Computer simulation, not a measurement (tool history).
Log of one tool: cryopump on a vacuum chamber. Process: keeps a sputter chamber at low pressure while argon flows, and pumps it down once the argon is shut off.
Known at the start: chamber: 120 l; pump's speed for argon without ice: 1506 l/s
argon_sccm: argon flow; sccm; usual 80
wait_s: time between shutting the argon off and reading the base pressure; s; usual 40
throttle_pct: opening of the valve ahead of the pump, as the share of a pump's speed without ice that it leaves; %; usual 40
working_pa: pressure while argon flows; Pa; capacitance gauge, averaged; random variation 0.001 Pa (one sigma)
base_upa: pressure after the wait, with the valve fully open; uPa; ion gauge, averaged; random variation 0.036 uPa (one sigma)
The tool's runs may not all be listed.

run,hour,argon_sccm,wait_s,throttle_pct,working_pa,base_upa
1,0.0,80,40,40,0.2267,3.10
2,26.1,80,40,40,0.2309,3.13
3,63.4,158,40,40,0.4600,3.19
4,82.9,158,40,40,0.4559,3.15
5,116.8,158,40,40,0.4574,3.33
6,148.7,80,86,40,0.2328,2.24
7,180.1,80,86,40,0.2323,2.26
8,204.5,80,40,40,0.2347,3.32
9,224.7,80,40,40,0.2369,3.25
10,261.4,80,40,40,0.2360,3.29
11,293.2,48,21,44,0.1303,4.95
12,323.7,53,97,58,0.1127,2.35
# hour 332.8: leaking fittings of the chamber tightened, without venting
13,342.0,60,95,39,0.1831,0.99
14,380.4,60,95,39,0.1852,1.05
15,407.6,158,61,39,0.4877,1.42
16,439.9,80,40,27,0.3480,2.12

Forecast run 17:
17,476.9,150,40,48,?,?

working_pa: 0.3835 Pa
base_upa: 2.19 uPa
Without the tool's hidden state the same run would have given working_pa 0.3498 Pa, base_upa 2.07 uPa.

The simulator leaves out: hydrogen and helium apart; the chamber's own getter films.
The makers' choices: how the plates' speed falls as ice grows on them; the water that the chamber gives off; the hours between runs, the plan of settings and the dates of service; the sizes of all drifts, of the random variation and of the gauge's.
